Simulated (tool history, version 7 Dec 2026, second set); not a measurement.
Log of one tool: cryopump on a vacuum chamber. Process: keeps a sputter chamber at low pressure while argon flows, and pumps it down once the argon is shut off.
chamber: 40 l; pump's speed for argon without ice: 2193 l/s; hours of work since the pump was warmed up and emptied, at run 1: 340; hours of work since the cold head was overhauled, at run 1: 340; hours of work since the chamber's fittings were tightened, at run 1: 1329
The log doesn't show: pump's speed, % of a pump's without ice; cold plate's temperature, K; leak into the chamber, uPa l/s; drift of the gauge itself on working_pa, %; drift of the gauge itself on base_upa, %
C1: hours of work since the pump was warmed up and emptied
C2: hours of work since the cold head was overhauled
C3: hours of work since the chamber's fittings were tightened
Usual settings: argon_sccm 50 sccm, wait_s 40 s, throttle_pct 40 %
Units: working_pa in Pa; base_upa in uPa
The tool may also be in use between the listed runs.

{"run": 1, "hour": 0.0, "argon_sccm": 50, "wait_s": 40, "throttle_pct": 40, "C1": 340, "C2": 340, "C3": 1329, "working_pa": 0.1002, "base_upa": 2.19}
{"run": 2, "hour": 18.6, "argon_sccm": 50, "wait_s": 35, "throttle_pct": 40, "C1": 350, "C2": 350, "C3": 1339, "working_pa": 0.1014, "base_upa": 2.41}
{"run": 3, "hour": 39.3, "argon_sccm": 50, "wait_s": 201, "throttle_pct": 40, "C1": 362, "C2": 362, "C3": 1351, "working_pa": 0.1005, "base_upa": 1.06}
{"run": 4, "hour": 59.1, "argon_sccm": 50, "wait_s": 201, "throttle_pct": 40, "C1": 372, "C2": 372, "C3": 1361, "working_pa": 0.102, "base_upa": 1.06}
{"run": 5, "hour": 75.4, "argon_sccm": 50, "wait_s": 201, "throttle_pct": 40, "C1": 381, "C2": 381, "C3": 1370, "working_pa": 0.102, "base_upa": 1.01}
{"run": 6, "hour": 99.2, "argon_sccm": 50, "wait_s": 54, "throttle_pct": 40, "C1": 394, "C2": 394, "C3": 1383, "working_pa": 0.1015, "base_upa": 1.83}
{"run": 7, "hour": 126.3, "argon_sccm": 50, "wait_s": 54, "throttle_pct": 40, "C1": 409, "C2": 409, "C3": 1398, "working_pa": 0.1012, "base_upa": 1.91}
{"run": 8, "hour": 137.4, "argon_sccm": 50, "wait_s": 54, "throttle_pct": 40, "C1": 415, "C2": 415, "C3": 1404, "working_pa": 0.1012, "base_upa": 1.88}
{"run": 9, "hour": 154.2, "argon_sccm": 50, "wait_s": 54, "throttle_pct": 40, "C1": 424, "C2": 424, "C3": 1413, "working_pa": 0.1027, "base_upa": 1.87}
{"run": 10, "hour": 180.9, "argon_sccm": 50, "wait_s": 40, "throttle_pct": 40, "C1": 439, "C2": 439, "C3": 1428, "working_pa": 0.1014, "base_upa": 2.25}
{"run": 11, "hour": 204.2, "argon_sccm": 50, "wait_s": 40, "throttle_pct": 40, "C1": 451, "C2": 451, "C3": 1440, "working_pa": 0.1031, "base_upa": 2.28}
{"run": 12, "hour": 228.9, "argon_sccm": 50, "wait_s": 40, "throttle_pct": 40, "C1": 465, "C2": 465, "C3": 1454, "working_pa": 0.1038, "base_upa": 2.26}
{"run": 13, "hour": 241.1, "argon_sccm": 50, "wait_s": 165, "throttle_pct": 40, "C1": 471, "C2": 471, "C3": 1460, "working_pa": 0.1026, "base_upa": 1.2}
{"run": 14, "hour": 254.5, "argon_sccm": 50, "wait_s": 165, "throttle_pct": 40, "C1": 479, "C2": 479, "C3": 1468, "working_pa": 0.1042, "base_upa": 1.2}
{"run": 15, "hour": 271.9, "argon_sccm": 50, "wait_s": 165, "throttle_pct": 40, "C1": 488, "C2": 488, "C3": 1477, "working_pa": 0.1043, "base_upa": 1.23}
{"run": 16, "hour": 298.2, "argon_sccm": 50, "wait_s": 165, "throttle_pct": 40, "C1": 502, "C2": 502, "C3": 1492, "working_pa": 0.1045, "base_upa": 1.16}
{"run": 17, "hour": 314.6, "argon_sccm": 50, "wait_s": 165, "throttle_pct": 40, "C1": 511, "C2": 511, "C3": 1500, "working_pa": 0.1034, "base_upa": 1.24}
{"run": 18, "hour": 329.8, "argon_sccm": 50, "wait_s": 165, "throttle_pct": 40, "C1": 520, "C2": 520, "C3": 1509, "working_pa": 0.1037, "base_upa": 1.24}
{"run": 19, "hour": 343.1, "argon_sccm": 50, "wait_s": 165, "throttle_pct": 40, "C1": 527, "C2": 527, "C3": 1516, "working_pa": 0.105, "base_upa": 1.24}
{"run": 20, "hour": 359.8, "argon_sccm": 77, "wait_s": 91, "throttle_pct": 22, "C1": 536, "C2": 536, "C3": 1525, "working_pa": 0.2819, "base_upa": 1.53}
{"run": 21, "hour": 372.4, "argon_sccm": 77, "wait_s": 74, "throttle_pct": 24, "C1": 543, "C2": 543, "C3": 1532, "working_pa": 0.2586, "base_upa": 1.65}
{"run": 22, "hour": 399.5, "argon_sccm": 77, "wait_s": 74, "throttle_pct": 24, "C1": 557, "C2": 557, "C3": 1547, "working_pa": 0.2607, "base_upa": 1.68}
{"run": 23, "hour": 420.6, "argon_sccm": 77, "wait_s": 74, "throttle_pct": 24, "C1": 569, "C2": 569, "C3": 1558, "working_pa": 0.2596, "base_upa": 1.66}
{"run": 24, "hour": 439.3, "argon_sccm": 77, "wait_s": 74, "throttle_pct": 24, "C1": 579, "C2": 579, "C3": 1568, "working_pa": 0.2592, "base_upa": 1.71}
{"run": 25, "hour": 464.1, "argon_sccm": 50, "wait_s": 270, "throttle_pct": 22, "C1": 593, "C2": 593, "C3": 1582, "working_pa": 0.1845, "base_upa": 1.14}
{"run": 26, "hour": 486.6, "argon_sccm": 50, "wait_s": 270, "throttle_pct": 22, "C1": 605, "C2": 605, "C3": 1594, "working_pa": 0.1839, "base_upa": 1.19}
{"run": 27, "hour": 499.1, "argon_sccm": 60, "wait_s": 40, "throttle_pct": 41, "C1": 612, "C2": 612, "C3": 1601, "working_pa": 0.1234, "base_upa": 2.49}
{"run": 28, "hour": 526.2, "argon_sccm": 88, "wait_s": 40, "throttle_pct": 40, "C1": 626, "C2": 626, "C3": 1615, "working_pa": 0.1839, "base_upa": 2.39}
{"run": 29, "hour": 549.8, "argon_sccm": 88, "wait_s": 40, "throttle_pct": 40, "C1": 639, "C2": 639, "C3": 1628, "working_pa": 0.1886, "base_upa": 2.44}
{"run": 30, "hour": 566.5, "argon_sccm": 88, "wait_s": 40, "throttle_pct": 40, "C1": 648, "C2": 648, "C3": 1637, "working_pa": 0.1874, "base_upa": 2.37}
{"run": 31, "hour": 578.2, "argon_sccm": 50, "wait_s": 69, "throttle_pct": 45, "C1": 655, "C2": 655, "C3": 1644, "working_pa": 0.0955, "base_upa": 1.85}
{"run": 32, "hour": 599.8, "argon_sccm": 75, "wait_s": 59, "throttle_pct": 40, "C1": 666, "C2": 666, "C3": 1655, "working_pa": 0.1592, "base_upa": 1.99}
{"run": 33, "hour": 616.7, "argon_sccm": 75, "wait_s": 59, "throttle_pct": 40, "C1": 676, "C2": 676, "C3": 1665, "working_pa": 0.1578, "base_upa": 2.04}
{"run": 34, "hour": 642.1, "argon_sccm": 75, "wait_s": 59, "throttle_pct": 40, "C1": 689, "C2": 689, "C3": 1678, "working_pa": 0.1617, "base_upa": 2.05}

Hidden state or all else? Some run-to-run changes of working_pa, split into what the settings, what came in and random variation would give without the hidden state, and what is left for the hidden state (with any gauge scatter that isn't in both results):
Run 19 -> 20: argon_sccm 50 -> 77, wait_s 165 -> 91, throttle_pct 40 -> 22. working_pa +0.1769 Pa: hidden state +0.0043, all else +0.1726.
Run 24 -> 25: argon_sccm 77 -> 50, wait_s 74 -> 270, throttle_pct 24 -> 22. working_pa -0.0747 Pa: hidden state -0.0043, all else -0.0704.
Run 27 -> 28: argon_sccm 60 -> 88, throttle_pct 41 -> 40. working_pa +0.0605 Pa: hidden state +0.0055, all else +0.0550.
Run 30 -> 31: argon_sccm 88 -> 50, wait_s 40 -> 69, throttle_pct 40 -> 45. working_pa -0.0919 Pa: hidden state -0.0072, all else -0.0847.
Run 31 -> 32: argon_sccm 50 -> 75, wait_s 69 -> 59, throttle_pct 45 -> 40. working_pa +0.0637 Pa: hidden state +0.0052, all else +0.0585.

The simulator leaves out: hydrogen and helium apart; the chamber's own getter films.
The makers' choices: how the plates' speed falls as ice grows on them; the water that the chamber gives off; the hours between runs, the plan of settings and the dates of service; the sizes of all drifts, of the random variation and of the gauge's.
